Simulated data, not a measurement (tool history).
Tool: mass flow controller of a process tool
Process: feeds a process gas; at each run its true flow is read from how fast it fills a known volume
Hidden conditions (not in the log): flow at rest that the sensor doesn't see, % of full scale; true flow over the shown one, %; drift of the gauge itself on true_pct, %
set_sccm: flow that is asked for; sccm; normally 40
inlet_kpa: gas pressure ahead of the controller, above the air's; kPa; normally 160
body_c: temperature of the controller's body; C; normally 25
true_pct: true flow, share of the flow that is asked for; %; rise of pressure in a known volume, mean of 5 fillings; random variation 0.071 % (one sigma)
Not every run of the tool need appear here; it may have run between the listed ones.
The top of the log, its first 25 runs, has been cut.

run,hour,set_sccm,inlet_kpa,body_c,hours of work since the controller was set to zero,hours of work since the controller was changed,true_pct
26,3148,25,160,37,5260,5260,96.49
27,3314.4,6,160,26,5367,5367,96.32
28,3419.4,12,186,37,5434,5434,96.03
29,3504.4,12,186,37,5489,5489,96.14
30,3610.9,12,186,37,5557,5557,95.91
31,3693.3,21,142,32,5610,5610,96.14
32,3813.2,40,160,25,5686,5686,97.1
33,3935.5,40,160,25,5765,5765,97.1
34,4007.4,40,160,25,5811,5811,96.88

5 options for the next run, each taken on its own from the tool as it stands now. Forecast them:
A,4095.4,27,216,24,5867,5867,?
B,4095.4,37,160,25,5867,5867,?
C,4095.4,25,160,35,5867,5867,?
D,4095.4,10,148,26,5867,5867,?
E,4095.4,8,142,28,5867,5867,?

run,true_pct
A,96.77
B,96.93
C,95.97
D,95.96
E,95.74
The same runs, with their run-to-run variation unchanged, on a tool lacking any hidden condition would have given:
run,true_pct
A,99.28
B,99.44
C,98.46
D,98.42
E,98.19
